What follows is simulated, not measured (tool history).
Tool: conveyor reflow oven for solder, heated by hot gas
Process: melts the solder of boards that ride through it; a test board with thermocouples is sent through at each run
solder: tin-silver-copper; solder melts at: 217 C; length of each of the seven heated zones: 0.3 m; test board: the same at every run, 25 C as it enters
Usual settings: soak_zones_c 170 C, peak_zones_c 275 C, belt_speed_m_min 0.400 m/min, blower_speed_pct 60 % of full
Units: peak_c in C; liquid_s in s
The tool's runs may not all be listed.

run	day	soak_zones_c	peak_zones_c	belt_speed_m_min	blower_speed_pct	peak_c	liquid_s
1	0.000	170	275	0.400	60	260.0	72.2
2	1.083	170	275	0.400	60	259.4	72.3
3	2.533	170	275	0.371	60	261.8	80.2
4	3.958	170	275	0.371	60	262.1	80.2
5	5.083	184	275	0.400	60	262.2	79.7
6	6.858	170	275	0.400	60	259.5	72.3
7	8.617	170	275	0.400	60	259.4	72.1
# day 10.567: flux residue cleaned out of gas plates and filters
8	10.654	170	275	0.400	60	259.0	71.6
9	11.642	170	275	0.328	60	265.1	94.0
10	12.871	170	275	0.328	60	264.8	93.8
11	14.529	170	275	0.328	60	264.8	93.7
12	15.696	156	275	0.400	60	255.7	63.8
13	16.904	170	275	0.387	60	259.6	74.6
14	18.388	155	288	0.424	60	264.7	66.2
15	19.625	170	279	0.400	51	259.5	71.3
16	21.342	170	288	0.400	79	274.6	81.8
17	22.412	162	266	0.442	60	244.8	49.4
18	24.338	162	266	0.442	60	244.4	48.9
# day 24.662: flux residue cleaned out of gas plates and filters, once more
19	26.479	170	275	0.400	80	265.9	77.3
20	28.704	184	288	0.337	60	280.5	106.3
# day 30.038: thermocouples of zones 6 and 7 changed
21	30.879	184	288	0.337	60	277.9	105.5
22	32.604	184	288	0.337	60	277.8	105.0
23	34.488	184	288	0.337	60	277.9	105.2
24	35.779	170	267	0.400	61	251.6	66.6
25	37.925	185	275	0.479	87	261.6	66.9
26	38.996	185	275	0.479	87	261.5	67.0

3 ways to go on from here, each from the tool as it stands after run 26. What would each give?
A	40.083	185	268	0.479	87	?	?
B	40.083	177	264	0.400	82	?	?
C	40.083	185	275	0.479	62	?	?

run	peak_c	liquid_s
A	255.0	63.6
B	254.4	73.2
C	255.5	62.6
Without the tool's hidden state the same runs would have given:
run	peak_c	liquid_s
A	255.7	63.3
B	254.8	72.7
C	256.0	62.1

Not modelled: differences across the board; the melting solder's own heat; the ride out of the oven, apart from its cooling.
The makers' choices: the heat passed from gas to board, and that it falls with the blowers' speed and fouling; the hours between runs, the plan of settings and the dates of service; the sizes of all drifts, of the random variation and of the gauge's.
